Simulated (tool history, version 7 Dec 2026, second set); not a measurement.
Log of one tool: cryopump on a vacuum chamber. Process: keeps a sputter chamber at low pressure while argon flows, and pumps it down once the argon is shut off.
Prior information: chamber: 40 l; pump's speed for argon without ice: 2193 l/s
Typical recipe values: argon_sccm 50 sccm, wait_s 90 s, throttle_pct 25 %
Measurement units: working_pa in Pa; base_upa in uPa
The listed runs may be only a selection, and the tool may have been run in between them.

Run 1, hour 0: usual settings. Result: working_pa 0.1593 Pa, base_upa 1.95 uPa.
Run 2, hour 22: usual settings. Result: working_pa 0.1593 Pa, base_upa 1.9 uPa.
Run 3, hour 47.4: usual settings but argon_sccm 64 sccm. Result: working_pa 0.2043 Pa, base_upa 1.89 uPa.
Run 4, hour 64.6: usual settings but argon_sccm 64 sccm. Result: working_pa 0.2045 Pa, base_upa 1.96 uPa.
Run 5, hour 94.1: usual settings but argon_sccm 64 sccm. Result: working_pa 0.2062 Pa, base_upa 1.99 uPa.
Run 6, hour 124.4: usual settings but argon_sccm 64 sccm. Result: working_pa 0.2048 Pa, base_upa 2.09 uPa.
Run 7, hour 151.2: usual settings but argon_sccm 64 sccm. Result: working_pa 0.2047 Pa, base_upa 2.01 uPa.
Run 8, hour 171: usual settings but wait_s 42 s. Result: working_pa 0.1619 Pa, base_upa 2.59 uPa.
Run 9, hour 192.6: usual settings but wait_s 154 s. Result: working_pa 0.1603 Pa, base_upa 1.86 uPa.
Run 10, hour 212.9: usual settings but wait_s 266 s. Result: working_pa 0.1623 Pa, base_upa 1.67 uPa.
Run 11, hour 246.1: usual settings but wait_s 266 s. Result: working_pa 0.1619 Pa, base_upa 1.83 uPa.
Run 12, hour 262.6: usual settings but wait_s 266 s. Result: working_pa 0.1631 Pa, base_upa 1.76 uPa.
Run 13, hour 289.8: usual settings but argon_sccm 26 sccm, wait_s 21 s. Result: working_pa 0.0846 Pa, base_upa 3.93 uPa.
Run 14, hour 324: usual settings but wait_s 127 s, throttle_pct 23 %. Result: working_pa 0.1766 Pa, base_upa 2.01 uPa.
Run 15, hour 338.3: usual settings but wait_s 127 s, throttle_pct 23 %. Result: working_pa 0.1757 Pa, base_upa 2.06 uPa.
Run 16, hour 357: usual settings but argon_sccm 68 sccm, wait_s 31 s, throttle_pct 17 %. Result: working_pa 0.3188 Pa, base_upa 3.3 uPa.
Run 17, hour 390.8: usual settings but argon_sccm 44 sccm, wait_s 147 s, throttle_pct 47 %. Result: working_pa 0.0804 Pa, base_upa 2.09 uPa.
Run 18, hour 425.1: usual settings but argon_sccm 44 sccm, wait_s 147 s, throttle_pct 47 %. Result: working_pa 0.0809 Pa, base_upa 2.12 uPa.
Run 19, hour 448.7: usual settings but argon_sccm 74 sccm, wait_s 32 s, throttle_pct 15 %. Result: working_pa 0.3955 Pa, base_upa 3.38 uPa.
Run 20, hour 468: usual settings but argon_sccm 43 sccm, wait_s 23 s, throttle_pct 31 %. Result: working_pa 0.1161 Pa, base_upa 3.87 uPa.

For some of the steps in working_pa from one run to the next: how much would appear even if the tool had no hidden state, given the settings, what came in and random variation, and how much remains for the hidden state plus any gauge scatter that the measured result and the result without hidden state don't share?
Hidden conditions of the tool in this case: pump's speed, % of a pump's without ice; cold plate's temperature, K; leak into the chamber, uPa l/s; drift of the gauge itself on working_pa, %; drift of the gauge itself on base_upa, %.
Run 18 -> 19: argon_sccm 44 -> 74, wait_s 147 -> 32, throttle_pct 47 -> 15. working_pa +0.3146 Pa: hidden state +0.0067, all else +0.3079.
Run 19 -> 20: argon_sccm 74 -> 43, wait_s 32 -> 23, throttle_pct 15 -> 31. working_pa -0.2794 Pa: hidden state -0.0063, all else -0.2731.
